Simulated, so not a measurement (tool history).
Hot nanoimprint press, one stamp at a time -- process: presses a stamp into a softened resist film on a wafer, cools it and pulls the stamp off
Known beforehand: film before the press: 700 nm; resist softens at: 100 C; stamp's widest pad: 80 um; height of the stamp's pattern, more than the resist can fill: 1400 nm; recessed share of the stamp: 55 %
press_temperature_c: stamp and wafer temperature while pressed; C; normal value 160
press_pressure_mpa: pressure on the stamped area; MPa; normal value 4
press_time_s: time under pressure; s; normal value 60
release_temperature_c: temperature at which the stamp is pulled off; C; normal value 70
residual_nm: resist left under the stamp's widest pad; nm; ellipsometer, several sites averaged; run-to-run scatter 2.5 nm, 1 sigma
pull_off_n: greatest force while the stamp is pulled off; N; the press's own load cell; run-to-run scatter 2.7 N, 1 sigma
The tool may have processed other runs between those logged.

run   hour  press_temperature_c  press_pressure_mpa  press_time_s  release_temperature_c  residual_nm  pull_off_n
  1      0                  160                   4            60                     70        439.6         201
  2   25.1                  152                   4            60                     70        574.7         201
  3   44.5                  160                   4            60                     70        443.3         208
  4   62.7                  160                   4            53                     70        465.5         205
  5   74.1                  160                   4            60                     70        447.2         215
  6     89                  160                   4           108                     70        377.2         211
     102.9  -- stamp cleaned and given a new release coat
  7  110.7                  160                   4            60                     70          447         191
  8  121.4                  160                3.69            60                     70        462.9         194
  9  136.5                  160                3.69            60                     70        462.2         195
 10  147.7                  160                   4            60                     70        448.9         198
 11  166.8                  160                3.74            60                     70        467.2         195
 12  185.9                  160                2.82            60                     70        505.1         205
 13  210.8                  160                2.82            60                     70        503.7         207
 14  235.6                  160                   4            60                     70        454.2         204
     244.1  -- plate thermocouple calibrated
 15  250.9                  160                   4            60                     70        475.1         212
 16  274.3                  160                   4            38                     59        527.6         256
 17  294.3                  165                   4            60                     70          395         219
       302  -- stamp cleaned and given a new release coat
     315.2  -- press's hydraulic seals changed and the load cell set to zero
 18  332.8                  170                6.19            45                     74        279.6         188
 19  352.6                  165                3.25            45                     58        455.6         245
     369.6  -- plate thermocouple calibrated, once more
 20  375.3                  165                2.82            45                     72        429.5         184
 21  391.4                  165                2.82            45                     72        426.1         187
 22  411.5                  154                5.38            68                     60        459.8         232
 23  424.9                  154                5.36            88                     62        424.8         225
 24  448.2                  154                5.36            88                     62        431.1         227
 25  463.5                  158                5.36            32                     62        485.9         232
 26  480.3                  156                   4            60                     59        487.1         249
 27  499.7                  152                   4            60                     59        559.5         247
     508.6  -- stamp cleaned and given a new release coat
 28  529.3                  152                   4            60                     59        562.7         227
 29  552.6                  152                4.01            60                     56        560.7         240

Forecast each of these 4 alternatives for the next run:
  A  571.5                  152                3.59            60                     56            ?           ?
  B  571.5                  152                4.01            43                     66            ?           ?
  C  571.5                  165                   4            45                     70            ?           ?
  D  571.5                  160                5.37            60                     57            ?           ?

run  residual_nm  pull_off_n
  A        573.3         245
  B        582.6         201
  C        376.3         194
  D        376.9         240
Without the tool's unlogged condition, the same runs would have read:
run  residual_nm  pull_off_n
  A        565.6         235
  B        575.5         192
  C        367.6         186
  D        366.9         230
